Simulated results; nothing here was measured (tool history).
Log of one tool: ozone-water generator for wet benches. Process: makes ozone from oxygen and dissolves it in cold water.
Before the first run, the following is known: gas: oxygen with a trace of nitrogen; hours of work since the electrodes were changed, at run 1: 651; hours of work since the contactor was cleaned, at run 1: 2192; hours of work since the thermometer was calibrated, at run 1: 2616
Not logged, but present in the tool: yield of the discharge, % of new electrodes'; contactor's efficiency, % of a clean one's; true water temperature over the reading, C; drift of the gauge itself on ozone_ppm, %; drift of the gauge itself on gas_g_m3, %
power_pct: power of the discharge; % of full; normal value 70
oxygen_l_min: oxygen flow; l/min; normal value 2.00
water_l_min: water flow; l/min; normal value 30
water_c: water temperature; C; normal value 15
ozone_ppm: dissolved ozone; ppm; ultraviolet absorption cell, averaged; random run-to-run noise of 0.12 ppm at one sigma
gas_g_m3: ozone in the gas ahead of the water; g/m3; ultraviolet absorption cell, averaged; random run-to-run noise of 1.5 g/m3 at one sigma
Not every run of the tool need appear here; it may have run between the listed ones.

| run | hour | power_pct | oxygen_l_min | water_l_min | water_c | hours of work since the electrodes were changed | hours of work since the contactor was cleaned | hours of work since the thermometer was calibrated | ozone_ppm | gas_g_m3 |
|---|---|---|---|---|---|---|---|---|---|---|
| 1 | 0.0 | 70 | 2.00 | 30 | 15 | 651 | 2192 | 2616 | 10.3 | 272.2 |
| 2 | 27.2 | 70 | 2.00 | 30 | 15 | 678 | 2219 | 2643 | 10.2 | 271.0 |
| 3 | 67.6 | 70 | 2.00 | 30 | 15 | 719 | 2260 | 2683 | 10.1 | 270.9 |
| 4 | 95.4 | 70 | 2.00 | 30 | 15 | 746 | 2287 | 2711 | 10.3 | 271.6 |
| 5 | 139.1 | 70 | 2.00 | 30 | 15 | 790 | 2331 | 2755 | 10.1 | 272.6 |
| 6 | 166.8 | 70 | 2.00 | 26 | 15 | 818 | 2359 | 2782 | 11.7 | 268.6 |
|  | 172.7 | water thermometer calibrated |
| 7 | 194.9 | 70 | 2.00 | 30 | 15 | 845 | 2386 | 22 | 10.2 | 271.3 |
| 8 | 224.6 | 70 | 2.00 | 30 | 15 | 875 | 2416 | 52 | 10.1 | 269.3 |
| 9 | 266.8 | 70 | 2.00 | 37 | 15 | 917 | 2458 | 94 | 8.1 | 270.3 |
| 10 | 297.1 | 70 | 2.00 | 37 | 15 | 947 | 2488 | 124 | 8.1 | 267.6 |
| 11 | 333.6 | 70 | 2.00 | 30 | 15 | 984 | 2524 | 161 | 10.0 | 272.5 |
| 12 | 355.5 | 70 | 1.15 | 30 | 15 | 1005 | 2546 | 182 | 8.7 | 387.8 |
| 13 | 390.2 | 70 | 1.15 | 30 | 15 | 1040 | 2581 | 217 | 8.8 | 384.4 |
| 14 | 421.1 | 41 | 3.21 | 30 | 15 | 1071 | 2612 | 248 | 8.6 | 152.8 |
| 15 | 461.9 | 41 | 1.25 | 36 | 22 | 1112 | 2652 | 289 | 5.6 | 280.3 |

Estimate the outcome of run 16 from the log above:
| 16 | 487.4 | 41 | 3.58 | 30 | 12 | 1137 | 2678 | 314 | ? | ? |

Run 16 measured ozone_ppm 8.6 ppm, gas_g_m3 141.4 g/m3.
The same run, on a tool lacking any hidden state, would have yielded ozone_ppm 9.0 ppm, gas_g_m3 144.0 g/m3.

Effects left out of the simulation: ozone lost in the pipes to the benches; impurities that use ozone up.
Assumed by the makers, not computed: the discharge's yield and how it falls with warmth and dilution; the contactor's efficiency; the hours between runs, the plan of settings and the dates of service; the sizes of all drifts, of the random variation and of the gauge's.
